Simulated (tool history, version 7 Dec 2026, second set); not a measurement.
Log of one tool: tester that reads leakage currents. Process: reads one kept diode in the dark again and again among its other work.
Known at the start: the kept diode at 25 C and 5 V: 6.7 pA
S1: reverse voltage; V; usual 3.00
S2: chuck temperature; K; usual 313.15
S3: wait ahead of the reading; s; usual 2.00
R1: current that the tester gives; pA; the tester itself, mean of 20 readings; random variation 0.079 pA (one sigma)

{"run": 1, "hour": 0.0, "S1": 3.0, "S2": 313.15, "S3": 2.0, "R1": 20.76}
{"run": 2, "hour": 38.1, "S1": 4.98, "S2": 313.15, "S3": 2.0, "R1": 25.33}
{"run": 3, "hour": 72.0, "S1": 4.98, "S2": 313.15, "S3": 7.8, "R1": 24.81}
{"run": 4, "hour": 89.5, "S1": 4.98, "S2": 313.15, "S3": 7.8, "R1": 24.97}
{"run": 5, "hour": 113.7, "S1": 4.98, "S2": 313.15, "S3": 7.8, "R1": 24.9}
{"run": 6, "hour": 139.0, "S1": 4.98, "S2": 313.15, "S3": 7.8, "R1": 24.84}
{"run": 7, "hour": 173.3, "S1": 4.98, "S2": 313.15, "S3": 7.8, "R1": 24.62}
{"run": 8, "hour": 214.5, "S1": 4.98, "S2": 313.15, "S3": 7.8, "R1": 24.67}
{"run": 9, "hour": 236.5, "S1": 3.0, "S2": 313.15, "S3": 7.8, "R1": 20.01}
{"run": 10, "hour": 261.5, "S1": 3.0, "S2": 313.15, "S3": 2.0, "R1": 20.15}
{"run": 11, "hour": 290.3, "S1": 3.0, "S2": 313.15, "S3": 2.0, "R1": 20.07}
{"run": 12, "hour": 310.9, "S1": 3.0, "S2": 313.15, "S3": 2.0, "R1": 20.24}
{"run": 13, "hour": 347.0, "S1": 11.44, "S2": 313.15, "S3": 2.0, "R1": 35.03}
{"run": 14, "hour": 378.0, "S1": 11.44, "S2": 313.15, "S3": 2.0, "R1": 35.08}
{"run": 15, "hour": 395.1, "S1": 3.0, "S2": 299.15, "S3": 2.0, "R1": 6.96}
{"run": 16, "hour": 435.6, "S1": 3.0, "S2": 313.15, "S3": 4.54, "R1": 19.74}
{"run": 17, "hour": 470.1, "S1": 3.0, "S2": 313.15, "S3": 4.54, "R1": 19.8}
{"run": 18, "hour": 502.9, "S1": 19.14, "S2": 306.15, "S3": 0.55, "R1": 31.76}
{"run": 19, "hour": 521.8, "S1": 3.0, "S2": 313.15, "S3": 9.48, "R1": 19.73}
{"run": 20, "hour": 554.4, "S1": 19.87, "S2": 308.15, "S3": 9.48, "R1": 30.84}
{"run": 21, "hour": 585.8, "S1": 19.87, "S2": 308.15, "S3": 9.48, "R1": 30.8}
{"run": 22, "hour": 622.8, "S1": 19.87, "S2": 308.15, "S3": 9.48, "R1": 30.87}
{"run": 23, "hour": 648.4, "S1": 19.87, "S2": 308.15, "S3": 9.48, "R1": 30.83}
{"run": 24, "hour": 669.7, "S1": 19.87, "S2": 308.15, "S3": 9.48, "R1": 30.79}
{"run": 25, "hour": 707.5, "S1": 2.11, "S2": 311.15, "S3": 3.34, "R1": 14.29}
{"run": 26, "hour": 749.8, "S1": 2.11, "S2": 311.15, "S3": 3.34, "R1": 14.28}
{"run": 27, "hour": 771.8, "S1": 3.17, "S2": 296.15, "S3": 3.34, "R1": 5.35}
{"run": 28, "hour": 806.1, "S1": 3.17, "S2": 296.15, "S3": 3.34, "R1": 5.42}
{"run": 29, "hour": 834.9, "S1": 3.0, "S2": 324.15, "S3": 0.31, "R1": 45.62}
{"run": 30, "hour": 866.4, "S1": 3.0, "S2": 324.15, "S3": 0.31, "R1": 45.41}
{"run": 31, "hour": 895.2, "S1": 3.0, "S2": 324.15, "S3": 0.31, "R1": 45.01}
{"run": 32, "hour": 928.5, "S1": 3.0, "S2": 324.15, "S3": 0.31, "R1": 45.03}
{"run": 33, "hour": 964.5, "S1": 3.0, "S2": 324.15, "S3": 1.01, "R1": 43.84}
{"run": 34, "hour": 991.0, "S1": 3.0, "S2": 324.15, "S3": 1.01, "R1": 43.72}

Hidden state or all else? Some run-to-run changes of R1, split into what the settings, what came in and random variation would give without the hidden state, and what is left for the hidden state (with any gauge scatter that isn't in both results):
The hidden state here: stray current of the dirty probe card, pA a volt; current scale over the true one, %; true chuck temperature over the reading, C; drift of the gauge itself on leakage_pa, %.
Run 14 -> 15: S1 11.44 -> 3.00, S2 313.15 -> 299.15. R1 -28.12 pA: hidden state -0.83, all else -27.29.
Run 17 -> 18: S1 3.00 -> 19.14, S2 313.15 -> 306.15, S3 4.54 -> 0.55. R1 +11.96 pA: hidden state +4.10, all else +7.86.
Run 18 -> 19: S1 19.14 -> 3.00, S2 306.15 -> 313.15, S3 0.55 -> 9.48. R1 -12.03 pA: hidden state -4.18, all else -7.85.
Run 24 -> 25: S1 19.87 -> 2.11, S2 308.15 -> 311.15, S3 9.48 -> 3.34. R1 -16.50 pA: hidden state -4.22, all else -12.28.
Run 28 -> 29: S1 3.17 -> 3.00, S2 296.15 -> 324.15, S3 3.34 -> 0.31. R1 +40.20 pA: hidden state -3.92, all else +44.12.
